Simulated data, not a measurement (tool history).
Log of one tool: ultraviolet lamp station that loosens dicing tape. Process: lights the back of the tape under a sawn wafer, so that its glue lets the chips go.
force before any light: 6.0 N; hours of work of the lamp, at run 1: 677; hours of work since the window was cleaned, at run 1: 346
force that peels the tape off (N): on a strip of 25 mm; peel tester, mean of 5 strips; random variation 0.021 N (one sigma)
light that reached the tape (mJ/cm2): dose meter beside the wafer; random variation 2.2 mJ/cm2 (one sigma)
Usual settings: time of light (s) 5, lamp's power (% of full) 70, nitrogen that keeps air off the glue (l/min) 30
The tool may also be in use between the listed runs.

| run | hour | time of light (s) | lamp's power (% of full) | nitrogen that keeps air off the glue (l/min) | hours of work of the lamp | hours of work since the window was cleaned | force that peels the tape off (N) | light that reached the tape (mJ/cm2) |
|---|---|---|---|---|---|---|---|---|
| 1 | 0 | 5 | 70 | 30 | 677 | 346 | 1.361 | 149 |
| 2 | 76.6 | 5 | 70 | 30 | 721 | 389 | 1.408 | 147 |
| 3 | 118.4 | 5 | 70 | 30 | 745 | 413 | 1.441 | 148 |
| 4 | 186.4 | 5 | 70 | 30 | 783 | 452 | 1.423 | 143 |
| 5 | 232.4 | 5 | 70 | 30 | 810 | 478 | 1.483 | 141 |
| 6 | 283.9 | 5 | 70 | 30 | 839 | 507 | 1.528 | 138 |
| 7 | 362.2 | 5 | 70 | 30 | 883 | 552 | 1.547 | 134 |
| 8 | 445.5 | 5 | 70 | 30 | 931 | 599 | 1.621 | 134 |
|  | 499.9 | window cleaned of glue's vapour |
| 9 | 508.4 | 5 | 70 | 30 | 966 | 5 | 1.959 | 116 |
| 10 | 566 | 5 | 70 | 30 | 999 | 38 | 2.006 | 111 |
| 11 | 624.1 | 5 | 70 | 30 | 1032 | 71 | 2.037 | 106 |
|  | 656.8 | window cleaned of glue's vapour, once more |
| 12 | 710.9 | 5 | 70 | 30 | 1081 | 31 | 1.369 | 149 |
| 13 | 795.3 | 5 | 70 | 30 | 1129 | 79 | 1.377 | 145 |
| 14 | 832.7 | 5 | 70 | 30 | 1151 | 100 | 1.408 | 151 |
| 15 | 916.7 | 5 | 70 | 30 | 1198 | 148 | 1.468 | 146 |
| 16 | 972.3 | 5 | 70 | 30 | 1230 | 180 | 1.432 | 143 |
| 17 | 1008.6 | 5 | 70 | 30 | 1251 | 200 | 1.512 | 139 |
| 18 | 1052.2 | 5 | 70 | 30 | 1276 | 225 | 1.497 | 137 |
| 19 | 1134.6 | 5 | 61 | 30 | 1322 | 272 | 1.85 | 116 |
| 20 | 1199.4 | 5 | 61 | 30 | 1359 | 309 | 1.847 | 116 |
| 21 | 1275.7 | 5 | 61 | 30 | 1403 | 352 | 1.947 | 114 |
| 22 | 1315.5 | 5 | 61 | 30 | 1425 | 375 | 1.969 | 115 |
| 23 | 1364.5 | 5 | 95 | 30 | 1453 | 403 | 1.093 | 174 |
| 24 | 1449.2 | 5 | 95 | 30 | 1501 | 451 | 1.132 | 165 |
| 25 | 1510.1 | 7 | 91 | 30 | 1536 | 486 | 0.753 | 223 |
| 26 | 1547.9 | 3 | 81 | 14 | 1558 | 507 | 3.064 | 85 |
| 27 | 1601.1 | 2 | 99 | 14 | 1588 | 537 | 3.537 | 69 |
| 28 | 1642.5 | 2 | 99 | 14 | 1611 | 561 | 3.592 | 62 |
|  | 1673.1 | lamp changed |
| 29 | 1700.3 | 2 | 99 | 14 | 15 | 593 | 3.009 | 88 |
|  | 1763.4 | window cleaned of glue's vapour |
| 30 | 1769.6 | 2 | 99 | 14 | 55 | 3 | 2.661 | 105 |
| 31 | 1840.3 | 2 | 85 | 25 | 95 | 44 | 2.757 | 92 |
| 32 | 1895.1 | 5 | 66 | 53 | 126 | 75 | 0.96 | 165 |
| 33 | 1954.6 | 7 | 64 | 23 | 160 | 109 | 0.859 | 222 |
| 34 | 2011.4 | 6 | 83 | 19 | 192 | 141 | 0.844 | 240 |
| 35 | 2047.6 | 6 | 83 | 19 | 213 | 162 | 0.83 | 239 |
| 36 | 2131 | 8 | 92 | 39 | 260 | 209 | 0.3 | 349 |
| 37 | 2186 | 6 | 70 | 25 | 292 | 240 | 1.024 | 196 |
| 38 | 2224.8 | 5 | 70 | 16 | 314 | 263 | 1.646 | 159 |
| 39 | 2302.6 | 5 | 69 | 46 | 358 | 307 | 1.1 | 156 |
| 40 | 2387.3 | 6 | 69 | 14 | 406 | 355 | 1.543 | 187 |
| 41 | 2443.4 | 7 | 82 | 14 | 438 | 387 | 0.941 | 251 |
| 42 | 2503.1 | 7 | 82 | 16 | 472 | 421 | 0.919 | 249 |
| 43 | 2550 | 4 | 65 | 24 | 499 | 448 | 2.151 | 109 |

3 ways to go on from here, each from the tool as it stands after run 43. What would each give?
| A | 2595.5 | 4 | 65 | 23 | 525 | 474 | ? | ? |
| B | 2595.5 | 5 | 80 | 40 | 525 | 474 | ? | ? |
| C | 2595.5 | 6 | 63 | 9 | 525 | 474 | ? | ? |

| run | force that peels the tape off (N) | light that reached the tape (mJ/cm2) |
|---|---|---|
| A | 2.242 | 110 |
| B | 1.07 | 166 |
| C | 2.121 | 156 |
Without the tool's hidden state the same runs would have given:
| run | force that peels the tape off (N) | light that reached the tape (mJ/cm2) |
|---|---|---|
| A | 1.717 | 140 |
| B | 0.706 | 213 |
| C | 1.607 | 200 |

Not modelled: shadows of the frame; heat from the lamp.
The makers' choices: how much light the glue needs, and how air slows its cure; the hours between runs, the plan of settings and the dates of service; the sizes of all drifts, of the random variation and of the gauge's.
